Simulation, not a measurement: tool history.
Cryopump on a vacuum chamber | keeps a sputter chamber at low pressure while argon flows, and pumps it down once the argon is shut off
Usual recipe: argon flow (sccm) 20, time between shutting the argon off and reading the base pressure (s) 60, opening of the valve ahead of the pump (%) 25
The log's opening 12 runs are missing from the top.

run,day,argon flow (sccm),time between shutting the argon off and reading the base pressure (s),opening of the valve ahead of the pump (%),hours of work since the pump was warmed up and emptied,hours of work since the cold head was overhauled,hours of work since the chamber's fittings were tightened,pressure while argon flows (Pa),pressure after the wait (uPa)
13,6.533,15,104,25,305,305,35,0.1116,1.73
14,6.962,15,104,25,309,309,40,0.1136,1.66
15,7.362,15,229,25,313,313,44,0.1122,1.01
16,7.858,15,229,25,318,318,49,0.1127,1.01
17,8.492,15,229,25,325,325,55,0.1133,1.06
18,8.929,39,151,31,329,329,59,0.2397,1.32
19,9.688,39,151,31,337,337,67,0.2384,1.33
20,10.000,39,151,31,340,340,70,0.2406,1.41
21,10.725,13,23,32,347,347,77,0.0770,6.39
22,11.312,25,235,57,353,353,83,0.0883,1.03
23,12.021,11,42,59,360,360,90,0.0381,3.84
24,12.617,9,28,25,366,366,96,0.0673,5.46
25,13.258,9,28,25,372,372,103,0.0680,5.43
26,13.729,9,28,25,377,377,107,0.0678,5.30
27,14.246,37,72,49,382,382,113,0.1514,2.40
28,14.717,12,144,26,387,387,117,0.0876,1.39
29,15.258,12,144,26,392,392,123,0.0889,1.37
30,15.646,10,112,26,396,396,127,0.0727,1.70
31,16.262,37,102,31,403,403,133,0.2309,1.84
32,16.829,31,60,28,408,408,139,0.2132,2.75
33,17.425,8,138,21,414,414,145,0.0717,1.49

Forecast each of these 4 alternatives for the next run:
A,17.854,20,172,21,418,418,149,?,?
B,17.854,22,36,25,418,418,149,?,?
C,17.854,8,138,31,418,418,149,?,?
D,17.854,23,37,25,418,418,149,?,?

run,pressure while argon flows (Pa),pressure after the wait (uPa)
A,0.1802,1.31
B,0.1677,4.31
C,0.0497,1.53
D,0.1749,4.17
What these runs would have given with no unlogged condition in the tool:
run,pressure while argon flows (Pa),pressure after the wait (uPa)
A,0.1714,1.15
B,0.1581,4.15
C,0.0462,1.36
D,0.1648,4.02
